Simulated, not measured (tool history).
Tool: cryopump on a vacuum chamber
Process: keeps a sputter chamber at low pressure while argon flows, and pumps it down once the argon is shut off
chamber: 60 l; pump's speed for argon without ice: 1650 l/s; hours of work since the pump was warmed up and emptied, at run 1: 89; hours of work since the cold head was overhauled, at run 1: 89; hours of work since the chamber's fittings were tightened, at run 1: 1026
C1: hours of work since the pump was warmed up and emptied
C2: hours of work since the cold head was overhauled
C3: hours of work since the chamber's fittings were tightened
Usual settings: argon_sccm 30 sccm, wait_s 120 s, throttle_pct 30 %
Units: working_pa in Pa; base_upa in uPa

run 1 hour=0 | argon_sccm=30 wait_s=120 throttle_pct=30 | C1=89 C2=89 C3=1026 | working_pa=0.1035 base_upa=1.01
run 2 hour=16.1 | argon_sccm=30 wait_s=120 throttle_pct=30 | C1=100 C2=100 C3=1036 | working_pa=0.1024 base_upa=1
run 3 hour=27.9 | argon_sccm=30 wait_s=120 throttle_pct=30 | C1=107 C2=107 C3=1044 | working_pa=0.1039 base_upa=1.06
run 4 hour=37.1 | argon_sccm=30 wait_s=156 throttle_pct=30 | C1=113 C2=113 C3=1050 | working_pa=0.1037 base_upa=0.86
run 5 hour=45.2 | argon_sccm=30 wait_s=96 throttle_pct=30 | C1=119 C2=119 C3=1055 | working_pa=0.103 base_upa=1.22
run 6 hour=55.3 | argon_sccm=30 wait_s=208 throttle_pct=30 | C1=125 C2=125 C3=1062 | working_pa=0.1034 base_upa=0.77
run 7 hour=68.4 | argon_sccm=14 wait_s=120 throttle_pct=30 | C1=134 C2=134 C3=1070 | working_pa=0.0482 base_upa=1.09
run 8 hour=81.2 | argon_sccm=14 wait_s=120 throttle_pct=30 | C1=142 C2=142 C3=1079 | working_pa=0.0482 base_upa=1.02
run 9 hour=93.6 | argon_sccm=14 wait_s=120 throttle_pct=30 | C1=150 C2=150 C3=1087 | working_pa=0.0489 base_upa=1.01
run 10 hour=106.6 | argon_sccm=14 wait_s=120 throttle_pct=30 | C1=159 C2=159 C3=1095 | working_pa=0.0487 base_upa=1.04
run 11 hour=113.6 | argon_sccm=14 wait_s=120 throttle_pct=30 | C1=163 C2=163 C3=1100 | working_pa=0.049 base_upa=1.09
run 12 hour=124.3 | argon_sccm=14 wait_s=120 throttle_pct=30 | C1=170 C2=170 C3=1107 | working_pa=0.0487 base_upa=1.06
run 13 hour=136.7 | argon_sccm=14 wait_s=120 throttle_pct=30 | C1=179 C2=179 C3=1115 | working_pa=0.0486 base_upa=1.08
run 14 hour=150.7 | argon_sccm=14 wait_s=120 throttle_pct=30 | C1=188 C2=188 C3=1124 | working_pa=0.0482 base_upa=1.04
run 15 hour=166.7 | argon_sccm=20 wait_s=42 throttle_pct=30 | C1=198 C2=198 C3=1135 | working_pa=0.0694 base_upa=2.33
run 16 hour=181 | argon_sccm=20 wait_s=42 throttle_pct=30 | C1=207 C2=207 C3=1144 | working_pa=0.0698 base_upa=2.32
run 17 hour=197.9 | argon_sccm=20 wait_s=42 throttle_pct=30 | C1=219 C2=219 C3=1155 | working_pa=0.0688 base_upa=2.22
run 18 hour=205.3 | argon_sccm=19 wait_s=30 throttle_pct=58 | C1=223 C2=223 C3=1160 | working_pa=0.0342 base_upa=3.14
run 19 hour=213.8 | argon_sccm=19 wait_s=30 throttle_pct=58 | C1=229 C2=229 C3=1165 | working_pa=0.0348 base_upa=3.08
run 20 hour=229.5 | argon_sccm=18 wait_s=120 throttle_pct=30 | C1=239 C2=239 C3=1176 | working_pa=0.0629 base_upa=1.08
run 21 hour=236.5 | argon_sccm=30 wait_s=110 throttle_pct=20 | C1=244 C2=244 C3=1180 | working_pa=0.1565 base_upa=1.13
run 22 hour=249.3 | argon_sccm=18 wait_s=86 throttle_pct=25 | C1=252 C2=252 C3=1189 | working_pa=0.0753 base_upa=1.29
run 23 hour=265.2 | argon_sccm=18 wait_s=206 throttle_pct=40 | C1=262 C2=262 C3=1199 | working_pa=0.0467 base_upa=0.77
run 24 hour=276.3 | argon_sccm=38 wait_s=120 throttle_pct=40 | C1=270 C2=270 C3=1206 | working_pa=0.0996 base_upa=1.07
run 25 hour=287.1 | argon_sccm=26 wait_s=46 throttle_pct=16 | C1=277 C2=277 C3=1213 | working_pa=0.1681 base_upa=2.13
run 26 hour=303.9 | argon_sccm=49 wait_s=41 throttle_pct=30 | C1=288 C2=288 C3=1224 | working_pa=0.1704 base_upa=2.42
run 27 hour=319.9 | argon_sccm=30 wait_s=46 throttle_pct=48 | C1=298 C2=298 C3=1235 | working_pa=0.0663 base_upa=2.2

Forecast each of these 3 alternatives for the next run:
run A hour=334.1 | argon_sccm=30 wait_s=46 throttle_pct=36 | C1=307 C2=307 C3=1244 | working_pa=? base_upa=?
run B hour=334.1 | argon_sccm=14 wait_s=33 throttle_pct=28 | C1=307 C2=307 C3=1244 | working_pa=? base_upa=?
run C hour=334.1 | argon_sccm=46 wait_s=297 throttle_pct=30 | C1=307 C2=307 C3=1244 | working_pa=? base_upa=?

run=A working_pa=0.0861 base_upa=2.08
run=B working_pa=0.0524 base_upa=2.74
run=C working_pa=0.1604 base_upa=0.67
Without the tool's hidden state the same runs would have given:
run=A working_pa=0.0841 base_upa=1.84
run=B working_pa=0.0515 base_upa=2.5
run=C working_pa=0.1573 base_upa=0.43
